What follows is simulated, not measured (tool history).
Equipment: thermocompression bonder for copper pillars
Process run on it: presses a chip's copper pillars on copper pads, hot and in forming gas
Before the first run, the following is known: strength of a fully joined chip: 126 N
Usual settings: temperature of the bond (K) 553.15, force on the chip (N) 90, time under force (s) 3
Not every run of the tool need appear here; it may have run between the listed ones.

run    day  temperature of the bond (K)  force on the chip (N)  time under force (s)  force that shears a chip off (N)
  1      0                       553.15                     90                     3                              52.7
  2  0.604                       553.15                     90                     3                              51.9
  3  1.183                       553.15                     90                     3                              52.2
  4  1.767                       553.15                     90                     3                              51.6
  5  2.238                       553.15                     90                     3                              51.1
  6  2.833                       553.15                    109                     3                              59.3
  7  3.171                       555.15                     69                     6                              50.9
  8  3.733                       555.15                     67                     7                              51.6
  9  4.171                       577.15                     79                     2                              51.3
 10  4.533                       538.15                    113                     3                              48.3

Alternative continuations, all from the tool just after run 10; predict every row:
  A  5.025                       578.15                    123                     3                                 ?
  B  5.025                       578.15                    113                     5                                 ?
  C  5.025                       573.15                     90                     4                                 ?
  D  5.025                       546.15                    103                     3                                 ?

run  force that shears a chip off (N)
  A                              82.6
  B                              86.6
  C                              67.3
  D                              49.9
With the hidden condition removed and each run's random variation left untouched, the same runs would have given:
run  force that shears a chip off (N)
  A                              91.9
  B                              96.4
  C                              74.7
  D                              55.3

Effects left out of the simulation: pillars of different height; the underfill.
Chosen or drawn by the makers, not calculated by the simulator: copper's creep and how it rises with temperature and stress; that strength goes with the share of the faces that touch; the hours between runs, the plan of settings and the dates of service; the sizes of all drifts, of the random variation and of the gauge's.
